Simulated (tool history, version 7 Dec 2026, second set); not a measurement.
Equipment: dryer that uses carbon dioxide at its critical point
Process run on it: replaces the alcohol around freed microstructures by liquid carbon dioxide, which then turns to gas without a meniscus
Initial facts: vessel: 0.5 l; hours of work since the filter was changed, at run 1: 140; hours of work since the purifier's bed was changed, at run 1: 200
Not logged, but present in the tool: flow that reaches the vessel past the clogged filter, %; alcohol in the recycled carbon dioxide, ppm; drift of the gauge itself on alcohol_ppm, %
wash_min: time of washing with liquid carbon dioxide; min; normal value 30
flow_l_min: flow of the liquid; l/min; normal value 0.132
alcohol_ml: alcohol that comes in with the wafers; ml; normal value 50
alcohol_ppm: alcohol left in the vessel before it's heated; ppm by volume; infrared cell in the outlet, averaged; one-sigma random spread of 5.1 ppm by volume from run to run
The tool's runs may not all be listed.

run   hour  wash_min  flow_l_min  alcohol_ml  hours of work since the filter was changed  hours of work since the purifier's bed was changed  alcohol_ppm
  1    0.0        30       0.132          50                                         140                                                 200          131
  2   21.0        30       0.132          50                                         153                                                 213          138
  3   47.1        30       0.132          50                                         170                                                 229          144
  4   59.8        46       0.132          50                                         178                                                 237           35
  5   84.7        46       0.129          50                                         193                                                 253           43
     102.5  -- inlet filter changed
  6  107.0        20       0.132          50                                           3                                                 266          883
  7  129.9        30       0.132          61                                          17                                                 280          128
  8  160.5        30       0.132          34                                          36                                                 300           98
  9  190.7        30       0.132          34                                          55                                                 319          110
 10  209.9        30       0.132          34                                          67                                                 331          103
 11  224.2        30       0.132          34                                          76                                                 340          104
 12  242.0        30       0.132          34                                          88                                                 351          112
 13  265.3        30       0.132          34                                         102                                                 365          107
 14  291.2        23       0.189          22                                         118                                                 382           74
 15  304.8        45       0.107          22                                         127                                                 390           61
 16  333.6        31       0.142          32                                         145                                                 408           84
 17  350.1        21       0.156          91                                         155                                                 419          616
 18  378.9        30       0.200          41                                         173                                                 437           56
 19  409.1        19       0.200          46                                         192                                                 456          173
     428.8  -- inlet filter changed
 20  438.7        19       0.200          46                                           6                                                 474          134
 21  456.8        30       0.132          37                                          18                                                 485          115
 22  471.8        40       0.089         117                                          27                                                 494          521
 23  491.3        20       0.132          26                                          39                                                 507          512
 24  515.7        39       0.132          50                                          55                                                 522           78
 25  538.7        39       0.132          50                                          69                                                 536           88
 26  568.5        22       0.213          42                                          88                                                 555           90

Predict each of these 5 candidate next runs independently; none follows another, all start after run 26:
  A  587.1        21       0.151          68                                          99                                                 567            ?
  B  587.1        25       0.203          32                                          99                                                 567            ?
  C  587.1        25       0.213          42                                          99                                                 567            ?
  D  587.1        30       0.126          26                                          99                                                 567            ?
  E  587.1        28       0.104          83                                          99                                                 567            ?

run  alcohol_ppm
  A          559
  B           73
  C           73
  D          133
  E         1153
With no hidden state in the tool, these same runs would have given:
run  alcohol_ppm
  A          414
  B            5
  C            7
  D           56
  E          925
